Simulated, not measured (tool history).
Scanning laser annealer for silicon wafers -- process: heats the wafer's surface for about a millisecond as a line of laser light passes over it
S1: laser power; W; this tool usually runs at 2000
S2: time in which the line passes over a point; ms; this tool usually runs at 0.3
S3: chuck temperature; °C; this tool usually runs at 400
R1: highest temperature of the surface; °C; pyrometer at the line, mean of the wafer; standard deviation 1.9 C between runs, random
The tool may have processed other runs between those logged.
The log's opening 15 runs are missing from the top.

| run | day | S1 | S2 | S3 | R1 |
|---|---|---|---|---|---|
|  | 35.008 | optics aligned, line set to its width |
| 16 | 35.829 | 2000 | 0.3 | 400 | 1120 |
| 17 | 38.692 | 2000 | 0.3 | 400 | 1117 |
| 18 | 40.15 | 2000 | 0.3 | 400 | 1115 |
| 19 | 42.75 | 2000 | 0.3 | 400 | 1114 |
| 20 | 45.1 | 1743 | 0.3 | 400 | 1025 |
| 21 | 47.083 | 1719 | 0.219 | 377 | 895 |
| 22 | 49.871 | 2106 | 0.264 | 407 | 1103 |
| 23 | 51.5 | 2000 | 0.3 | 409 | 1122 |
| 24 | 53.938 | 2000 | 0.316 | 433 | 1166 |
| 25 | 55.425 | 2000 | 0.283 | 434 | 1124 |
|  | 57.838 | window over the wafer cleaned |
| 26 | 58.308 | 2000 | 0.283 | 434 | 1138 |
| 27 | 60.725 | 2000 | 0.283 | 434 | 1140 |
| 28 | 62.508 | 2000 | 0.283 | 434 | 1139 |
| 29 | 63.858 | 2000 | 0.283 | 434 | 1142 |
| 30 | 66.354 | 2000 | 0.283 | 434 | 1140 |
| 31 | 68.671 | 2000 | 0.283 | 434 | 1138 |
| 32 | 69.992 | 2000 | 0.283 | 434 | 1138 |
| 33 | 72.646 | 2000 | 0.283 | 434 | 1135 |
| 34 | 74.217 | 2000 | 0.283 | 434 | 1137 |
| 35 | 76.829 | 2000 | 0.283 | 434 | 1132 |
| 36 | 79.304 | 2021 | 0.292 | 400 | 1117 |
| 37 | 82.079 | 2172 | 0.265 | 400 | 1126 |
| 38 | 83.65 | 1895 | 0.334 | 379 | 1110 |
| 39 | 85.858 | 1914 | 0.278 | 373 | 1036 |
| 40 | 88.596 | 1914 | 0.29 | 373 | 1047 |

Forecast each of these 3 alternatives for the next run:
| A | 91.471 | 2160 | 0.3 | 423 | ? |
| B | 91.471 | 2025 | 0.345 | 407 | ? |
| C | 91.471 | 2146 | 0.29 | 373 | ? |

| run | R1 |
|---|---|
| A | 1197 |
| B | 1196 |
| C | 1125 |
Take away the tool's hidden state, keep each run's random variation, and the runs would have read:
| run | R1 |
|---|---|
| A | 1221 |
| B | 1220 |
| C | 1148 |
